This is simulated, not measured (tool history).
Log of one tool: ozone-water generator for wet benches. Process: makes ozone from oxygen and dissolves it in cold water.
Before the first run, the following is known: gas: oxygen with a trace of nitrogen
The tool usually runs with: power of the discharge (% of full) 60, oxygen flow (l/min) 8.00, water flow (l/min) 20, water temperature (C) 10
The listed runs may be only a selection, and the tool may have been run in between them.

run,hour,power of the discharge (% of full),oxygen flow (l/min),water flow (l/min),water temperature (C),dissolved ozone (ppm),ozone in the gas ahead of the water (g/m3)
1,0.0,60,8.00,20,10,26.5,159.7
2,24.2,41,8.00,20,10,19.7,118.1
3,55.8,60,7.19,20,10,26.3,168.6
4,77.6,60,7.19,20,10,26.3,168.0
5,107.0,60,8.00,20,10,26.0,160.0
6,123.7,60,8.00,20,10,26.1,159.6
7,144.7,60,8.00,20,10,26.5,159.2
8,159.1,60,8.00,20,10,26.2,159.6
9,176.5,60,8.00,20,10,26.4,160.2
10,194.4,60,8.00,20,10,26.3,157.9
11,224.0,60,8.00,20,10,26.1,159.6
12,243.7,60,8.00,20,10,26.4,159.6
13,274.5,67,8.73,20,10,28.6,165.7
14,300.4,67,8.73,20,10,28.3,165.4
15,329.9,67,8.73,20,10,28.4,166.1
16,355.3,57,5.75,20,6,25.7,180.9
17,368.9,49,8.00,20,10,22.2,135.4
18,394.5,49,8.00,20,10,22.3,134.9
19,423.4,56,11.57,20,8,25.4,125.3
20,455.6,56,11.57,20,8,25.7,126.1
21,470.8,52,4.71,28,6,16.5,185.0
22,492.2,69,5.06,20,9,28.3,222.7

For some of the steps in dissolved ozone (ppm) from one run to the next: how much would appear even if the tool had no hidden state, given the settings, what came in and random variation, and how much remains for the hidden state plus any gauge scatter that the measured result and the result without hidden state don't share?
Hidden state present: yield of the discharge, % of new electrodes'; contactor's efficiency, % of a clean one's; true water temperature over the reading, C; drift of the gauge itself on ozone_ppm, %; drift of the gauge itself on gas_g_m3, %.
Run 1 -> 2: power of the discharge (% of full) 60 -> 41. dissolved ozone (ppm) -6.8: hidden state +0.2, all else -7.0.
Run 20 -> 21: power of the discharge (% of full) 56 -> 52, oxygen flow (l/min) 11.57 -> 4.71, water flow (l/min) 20 -> 28, water temperature (C) 8 -> 6. dissolved ozone (ppm) -9.2: hidden state +0.2, all else -9.4.
Run 21 -> 22: power of the discharge (% of full) 52 -> 69, oxygen flow (l/min) 4.71 -> 5.06, water flow (l/min) 28 -> 20, water temperature (C) 6 -> 9. dissolved ozone (ppm) +11.8: hidden state -0.3, all else +12.1.

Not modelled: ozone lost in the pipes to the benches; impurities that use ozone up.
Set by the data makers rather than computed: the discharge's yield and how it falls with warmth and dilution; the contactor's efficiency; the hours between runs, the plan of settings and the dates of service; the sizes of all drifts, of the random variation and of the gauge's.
